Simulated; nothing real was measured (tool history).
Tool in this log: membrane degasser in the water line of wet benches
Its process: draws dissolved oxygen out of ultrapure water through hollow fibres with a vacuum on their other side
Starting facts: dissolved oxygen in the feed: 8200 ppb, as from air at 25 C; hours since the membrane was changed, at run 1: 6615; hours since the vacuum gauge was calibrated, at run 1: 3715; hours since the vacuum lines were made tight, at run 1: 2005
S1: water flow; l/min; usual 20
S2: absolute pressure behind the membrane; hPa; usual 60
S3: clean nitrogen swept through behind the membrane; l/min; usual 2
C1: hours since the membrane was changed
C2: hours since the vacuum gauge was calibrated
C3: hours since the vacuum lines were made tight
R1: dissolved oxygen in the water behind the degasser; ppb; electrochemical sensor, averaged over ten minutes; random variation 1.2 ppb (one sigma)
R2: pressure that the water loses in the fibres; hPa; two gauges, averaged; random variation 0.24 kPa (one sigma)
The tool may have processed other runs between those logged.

{"run": 1, "hour": 0.0, "S1": 20, "S2": 60, "S3": 2, "C1": 6615, "C2": 3715, "C3": 2005, "R1": 118, "R2": 610}
{"run": 2, "hour": 152.2, "S1": 22, "S2": 60, "S3": 2, "C1": 6767, "C2": 3867, "C3": 2157, "R1": 145.1, "R2": 670.2}
{"run": 3, "hour": 274.8, "S1": 22, "S2": 60, "S3": 2, "C1": 6890, "C2": 3990, "C3": 2280, "R1": 145.4, "R2": 674.4}
{"hour": 379.9, "done": "vacuum gauge calibrated"}
{"run": 4, "hour": 391.7, "S1": 15, "S2": 60, "S3": 2, "C1": 7006, "C2": 12, "C3": 2396, "R1": 65.5, "R2": 459.1}
{"run": 5, "hour": 554.8, "S1": 15, "S2": 60, "S3": 2, "C1": 7169, "C2": 175, "C3": 2559, "R1": 64.7, "R2": 457.8}
{"run": 6, "hour": 660.1, "S1": 15, "S2": 60, "S3": 2, "C1": 7274, "C2": 280, "C3": 2664, "R1": 66.3, "R2": 453.3}
{"run": 7, "hour": 849.6, "S1": 15, "S2": 127.2, "S3": 2, "C1": 7464, "C2": 470, "C3": 2854, "R1": 186.2, "R2": 458.5}
{"run": 8, "hour": 949.1, "S1": 15, "S2": 127.2, "S3": 2, "C1": 7563, "C2": 569, "C3": 2953, "R1": 181.6, "R2": 459.7}
{"run": 9, "hour": 1070.4, "S1": 15, "S2": 127.2, "S3": 2, "C1": 7685, "C2": 691, "C3": 3075, "R1": 183.8, "R2": 455.3}
{"run": 10, "hour": 1162.5, "S1": 15, "S2": 60, "S3": 2, "C1": 7777, "C2": 783, "C3": 3167, "R1": 65.5, "R2": 455.7}
{"run": 11, "hour": 1250.3, "S1": 15, "S2": 60, "S3": 2, "C1": 7865, "C2": 870, "C3": 3255, "R1": 66.8, "R2": 454.1}
{"run": 12, "hour": 1377.9, "S1": 15, "S2": 60, "S3": 2, "C1": 7992, "C2": 998, "C3": 3382, "R1": 66.3, "R2": 454.7}
{"run": 13, "hour": 1528.5, "S1": 20, "S2": 99.1, "S3": 2, "C1": 8143, "C2": 1149, "C3": 3533, "R1": 205, "R2": 605.9}
{"run": 14, "hour": 1608.0, "S1": 20, "S2": 99.1, "S3": 2, "C1": 8222, "C2": 1228, "C3": 3612, "R1": 205.4, "R2": 600.5}
{"run": 15, "hour": 1784.3, "S1": 20, "S2": 99.1, "S3": 2, "C1": 8399, "C2": 1404, "C3": 3788, "R1": 207.8, "R2": 608}
{"run": 16, "hour": 1883.7, "S1": 20, "S2": 99.1, "S3": 2, "C1": 8498, "C2": 1504, "C3": 3888, "R1": 205.6, "R2": 604.7}
{"run": 17, "hour": 2075.8, "S1": 20, "S2": 99.1, "S3": 2, "C1": 8690, "C2": 1696, "C3": 4080, "R1": 210.3, "R2": 597.6}
{"run": 18, "hour": 2184.4, "S1": 18, "S2": 75.2, "S3": 1.67, "C1": 8799, "C2": 1804, "C3": 4189, "R1": 143.7, "R2": 543}
{"run": 19, "hour": 2295.2, "S1": 29, "S2": 60, "S3": 4.51, "C1": 8910, "C2": 1915, "C3": 4299, "R1": 219, "R2": 871.4}
{"run": 20, "hour": 2416.6, "S1": 15, "S2": 113.7, "S3": 2.87, "C1": 9031, "C2": 2037, "C3": 4421, "R1": 120.4, "R2": 453.9}
{"run": 21, "hour": 2542.8, "S1": 15, "S2": 90.2, "S3": 2.63, "C1": 9157, "C2": 2163, "C3": 4547, "R1": 96.3, "R2": 452.8}
{"run": 22, "hour": 2620.5, "S1": 20, "S2": 52.5, "S3": 1.02, "C1": 9235, "C2": 2241, "C3": 4625, "R1": 140.8, "R2": 602.2}
{"run": 23, "hour": 2801.1, "S1": 20, "S2": 52.5, "S3": 1.02, "C1": 9415, "C2": 2421, "C3": 4805, "R1": 142.1, "R2": 599}
{"run": 24, "hour": 2884.1, "S1": 24, "S2": 94.2, "S3": 1.02, "C1": 9498, "C2": 2504, "C3": 4888, "R1": 403.3, "R2": 717.7}
{"run": 25, "hour": 2977.7, "S1": 21, "S2": 94.2, "S3": 1.02, "C1": 9592, "C2": 2598, "C3": 4982, "R1": 339.2, "R2": 630}
{"run": 26, "hour": 3110.6, "S1": 29, "S2": 49.2, "S3": 1.69, "C1": 9725, "C2": 2731, "C3": 5115, "R1": 241.1, "R2": 869.7}
{"run": 27, "hour": 3271.1, "S1": 29, "S2": 49.2, "S3": 1.69, "C1": 9885, "C2": 2891, "C3": 5275, "R1": 242, "R2": 874.3}
{"run": 28, "hour": 3375.0, "S1": 24, "S2": 112.6, "S3": 2.25, "C1": 9989, "C2": 2995, "C3": 5379, "R1": 299.1, "R2": 722.8}
{"run": 29, "hour": 3548.7, "S1": 24, "S2": 112.6, "S3": 2.25, "C1": 10163, "C2": 3169, "C3": 5553, "R1": 286.9, "R2": 720.8}
{"run": 30, "hour": 3633.8, "S1": 15, "S2": 108.6, "S3": 0.81, "C1": 10248, "C2": 3254, "C3": 5638, "R1": 322.5, "R2": 449.8}
{"run": 31, "hour": 3811.3, "S1": 20, "S2": 101.7, "S3": 2.31, "C1": 10426, "C2": 3431, "C3": 5815, "R1": 193.8, "R2": 599.7}
{"run": 32, "hour": 3974.3, "S1": 18, "S2": 131.3, "S3": 2.9, "C1": 10589, "C2": 3594, "C3": 5978, "R1": 178.5, "R2": 537.4}

Selected run-to-run steps in R2, each split into two signed amounts: the part the tool would show with no hidden state at all (from settings, incoming material and random variation), and the remainder, which goes to the hidden state together with any gauge scatter not common to the measured and the hidden-state-free results:
The tool's hidden condition here consists of: membrane still open, %; true pressure behind the membrane over the reading, kPa; air that leaks in behind the membrane, l/min; drift of the gauge itself on oxygen_ppb, %; drift of the gauge itself on loss_of_pressure_kpa, %.
Run 18 -> 19: S1 18 -> 29, S2 75.2 -> 60, S3 1.67 -> 4.51. R2 +328.4 hPa: hidden state -4.3, all else +332.7.
Run 19 -> 20: S1 29 -> 15, S2 60 -> 113.7, S3 4.51 -> 2.87. R2 -417.5 hPa: hidden state +4.8, all else -422.3.
Run 25 -> 26: S1 21 -> 29, S2 94.2 -> 49.2, S3 1.02 -> 1.69. R2 +239.7 hPa: hidden state -4.5, all else +244.2.
Run 29 -> 30: S1 24 -> 15, S2 112.6 -> 108.6, S3 2.25 -> 0.81. R2 -271 hPa: hidden state +5, all else -276.
